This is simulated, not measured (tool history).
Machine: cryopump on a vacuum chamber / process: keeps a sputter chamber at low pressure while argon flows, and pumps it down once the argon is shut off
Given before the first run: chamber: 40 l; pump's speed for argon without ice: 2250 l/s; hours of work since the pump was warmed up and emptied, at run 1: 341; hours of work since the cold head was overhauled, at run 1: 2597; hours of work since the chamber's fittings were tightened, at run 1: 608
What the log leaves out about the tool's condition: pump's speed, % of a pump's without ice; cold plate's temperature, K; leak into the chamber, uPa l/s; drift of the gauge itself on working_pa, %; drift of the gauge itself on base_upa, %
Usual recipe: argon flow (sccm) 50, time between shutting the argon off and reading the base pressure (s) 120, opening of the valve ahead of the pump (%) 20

run,day,argon flow (sccm),time between shutting the argon off and reading the base pressure (s),opening of the valve ahead of the pump (%),hours of work since the pump was warmed up and emptied,hours of work since the cold head was overhauled,hours of work since the chamber's fittings were tightened,pressure while argon flows (Pa),pressure after the wait (uPa)
1,0.000,50,120,20,341,2597,608,0.1970,0.84
# day 3.104: pump warmed up, emptied and cooled again
2,3.125,50,120,20,0,2657,668,0.1918,0.72
3,5.300,50,120,42,45,2702,713,0.0917,0.75
4,7.729,50,120,42,95,2752,762,0.0918,0.81
5,11.142,66,120,42,165,2822,832,0.1247,0.91
6,13.246,66,120,42,208,2865,876,0.1258,0.96
7,16.642,66,120,42,278,2935,946,0.1279,1.01
8,19.050,50,120,15,328,2984,995,0.2606,1.07
9,21.925,50,120,42,387,3043,1054,0.0998,1.17
# day 22.804: pump warmed up, emptied and cooled again
10,24.333,50,28,20,31,3088,1099,0.1891,1.56
11,26.967,50,28,20,86,3143,1153,0.1895,1.53
12,30.033,50,120,20,148,3206,1216,0.1914,1.20
13,32.729,50,120,20,204,3261,1272,0.1941,1.23
14,34.638,50,120,20,243,3300,1311,0.1941,1.28
15,36.938,50,120,20,290,3347,1358,0.1953,1.36
16,39.254,50,120,20,338,3395,1406,0.1963,1.43
17,42.200,50,120,20,398,3455,1466,0.1982,1.52
# day 42.567: pump warmed up, emptied and cooled again
18,44.758,50,120,20,45,3504,1514,0.1907,1.33
19,47.375,51,120,46,99,3557,1568,0.0879,1.38
20,50.254,51,245,25,158,3617,1627,0.1582,1.36
# day 53.279: leaking fittings of the chamber tightened, without venting
21,53.842,81,62,49,230,3689,12,0.1344,0.47
22,56.317,81,106,45,281,3739,62,0.1472,0.39
23,58.225,33,106,45,320,3779,102,0.0614,0.45
24,59.825,33,106,45,353,3812,134,0.0614,0.46
# day 62.525: pump warmed up, emptied and cooled again
25,63.000,33,106,45,10,3872,195,0.0563,0.45
26,65.662,71,98,44,64,3927,250,0.1252,0.51
27,68.262,31,120,33,118,3981,303,0.0728,0.49
28,70.058,26,26,26,155,4017,340,0.0786,1.11
29,72.921,26,26,22,214,4076,399,0.0912,1.13
30,76.367,42,45,17,284,4147,470,0.1923,0.96
31,78.621,49,45,17,331,4193,516,0.2250,0.97
32,81.904,49,25,20,398,4261,584,0.1949,1.40
# day 82.438: pump warmed up, emptied and cooled again
33,84.212,25,120,20,36,4304,627,0.0955,0.67
34,86.467,32,155,16,83,4350,673,0.1521,0.74
35,89.117,71,81,33,137,4405,728,0.1691,0.88

Consider 3 possible next runs. They are alternatives, not a sequence: every one starts from the tool as it was left by run 35. What does each give?
A,90.850,48,81,26,173,4440,763,?,?
B,90.850,25,81,33,173,4440,763,?,?
C,90.850,24,120,49,173,4440,763,?,?

run,pressure while argon flows (Pa),pressure after the wait (uPa)
A,0.1439,0.95
B,0.0600,0.95
C,0.0401,0.78
The same runs, with their run-to-run variation unchanged, on a tool lacking any hidden condition would have given:
run,pressure while argon flows (Pa),pressure after the wait (uPa)
A,0.1388,0.39
B,0.0574,0.37
C,0.0375,0.24
